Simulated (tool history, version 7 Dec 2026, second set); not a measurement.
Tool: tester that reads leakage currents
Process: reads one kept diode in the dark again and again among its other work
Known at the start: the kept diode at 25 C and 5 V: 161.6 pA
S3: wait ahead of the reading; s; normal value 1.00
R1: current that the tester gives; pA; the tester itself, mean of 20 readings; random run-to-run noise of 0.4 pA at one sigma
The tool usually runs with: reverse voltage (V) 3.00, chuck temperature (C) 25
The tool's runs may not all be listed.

Run 1, hour 0.0: usual settings. Result: R1 124.50 pA.
Run 2, hour 63.5: usual settings. Result: R1 124.24 pA.
Run 3, hour 97.2: usual settings. Result: R1 123.88 pA.
Run 4, hour 129.5: usual settings but S3 5.28 s. Result: R1 124.43 pA.
Run 5, hour 160.4: usual settings but S3 5.28 s. Result: R1 124.11 pA.
At hour 222.3: chuck's temperature calibrated.
Run 6, hour 226.5: usual settings but S3 5.28 s. Result: R1 135.42 pA.
Run 7, hour 253.4: usual settings but S3 5.28 s. Result: R1 135.15 pA.
Run 8, hour 307.1: usual settings but S3 5.28 s. Result: R1 135.18 pA.
Run 9, hour 335.0: usual settings. Result: R1 135.50 pA.
Run 10, hour 366.6: usual settings. Result: R1 135.89 pA.
Run 11, hour 412.4: usual settings but chuck temperature (C) 26. Result: R1 145.76 pA.
Run 12, hour 448.5: usual settings but reverse voltage (V) 5.90. Result: R1 182.57 pA.
Run 13, hour 493.2: usual settings but chuck temperature (C) 24. Result: R1 125.42 pA.
Run 14, hour 531.2: usual settings but S3 3.27 s. Result: R1 135.05 pA.
Run 15, hour 563.3: usual settings but S3 3.26 s. Result: R1 134.89 pA.
Run 16, hour 607.0: usual settings but chuck temperature (C) 33. Result: R1 239.85 pA.
Run 17, hour 660.7: usual settings but chuck temperature (C) 33. Result: R1 237.79 pA.
Run 18, hour 710.0: usual settings but S3 2.42 s. Result: R1 134.81 pA.
Run 19, hour 763.7: usual settings but reverse voltage (V) 1.43. Result: R1 97.34 pA.
Run 20, hour 795.7: usual settings but reverse voltage (V) 1.43. Result: R1 97.08 pA.
Run 21, hour 856.5: usual settings but chuck temperature (C) 39, S3 0.54 s. Result: R1 359.53 pA.
At hour 868.9: probe card cleaned and baked.
Run 22, hour 894.8: usual settings but chuck temperature (C) 39, S3 0.54 s. Result: R1 353.39 pA.
Run 23, hour 943.3: usual settings but reverse voltage (V) 4.10, chuck temperature (C) 57, S3 0.54 s. Result: R1 1289.01 pA.
Run 24, hour 975.4: usual settings but reverse voltage (V) 4.10, chuck temperature (C) 57, S3 8.76 s. Result: R1 1300.34 pA.
Run 25, hour 1015.5: usual settings but reverse voltage (V) 1.07, chuck temperature (C) 27, S3 0.56 s. Result: R1 97.03 pA.
Run 26, hour 1077.5: usual settings but reverse voltage (V) 4.77, chuck temperature (C) 27, S3 1.15 s. Result: R1 179.98 pA.
Run 27, hour 1129.5: usual settings but reverse voltage (V) 4.77, chuck temperature (C) 27, S3 1.15 s. Result: R1 179.88 pA.
Run 28, hour 1167.0: usual settings but reverse voltage (V) 4.77, chuck temperature (C) 27, S3 1.15 s. Result: R1 180.24 pA.
Run 29, hour 1213.3: usual settings but reverse voltage (V) 11.80, chuck temperature (C) 41, S3 1.36 s. Result: R1 708.97 pA.
Run 30, hour 1272.6: usual settings but reverse voltage (V) 11.80, chuck temperature (C) 41, S3 1.36 s. Result: R1 706.02 pA.
Run 31, hour 1318.3: usual settings but reverse voltage (V) 11.80, chuck temperature (C) 41, S3 1.36 s. Result: R1 702.48 pA.
Run 32, hour 1376.3: usual settings but reverse voltage (V) 11.80, chuck temperature (C) 41, S3 1.36 s. Result: R1 705.92 pA.
Run 33, hour 1407.2: usual settings but chuck temperature (C) 27. Result: R1 147.86 pA.
Run 34, hour 1471.2: usual settings but chuck temperature (C) 27. Result: R1 147.30 pA.
Run 35, hour 1509.0: usual settings but reverse voltage (V) 6.48, chuck temperature (C) 27. Result: R1 203.80 pA.
Run 36, hour 1542.8: usual settings but reverse voltage (V) 9.51, chuck temperature (C) 27. Result: R1 239.19 pA.
Run 37, hour 1582.5: usual settings but reverse voltage (V) 9.51, chuck temperature (C) 27. Result: R1 239.87 pA.
Run 38, hour 1630.7: usual settings but reverse voltage (V) 9.51, chuck temperature (C) 27. Result: R1 240.96 pA.
Run 39, hour 1664.9: usual settings but reverse voltage (V) 9.51, chuck temperature (C) 27. Result: R1 240.52 pA.

Forecast each of these 4 alternatives for the next run:
Run A, hour 1690.8: usual settings but reverse voltage (V) 1.14, chuck temperature (C) 27, S3 4.60 s. Result: R1 ?.
Run B, hour 1690.8: usual settings but reverse voltage (V) 2.47. Result: R1 ?.
Run C, hour 1690.8: usual settings but reverse voltage (V) 8.75, chuck temperature (C) 33, S3 0.58 s. Result: R1 ?.
Run D, hour 1690.8: usual settings but reverse voltage (V) 4.85, chuck temperature (C) 43, S3 3.75 s. Result: R1 ?.

run      R1
  A   97.88
  B  116.62
  C  356.97
  D  551.40
With the hidden condition removed and each run's random variation left untouched, the same runs would have given:
run      R1
  A  102.05
  B  120.89
  C  368.07
  D  572.83
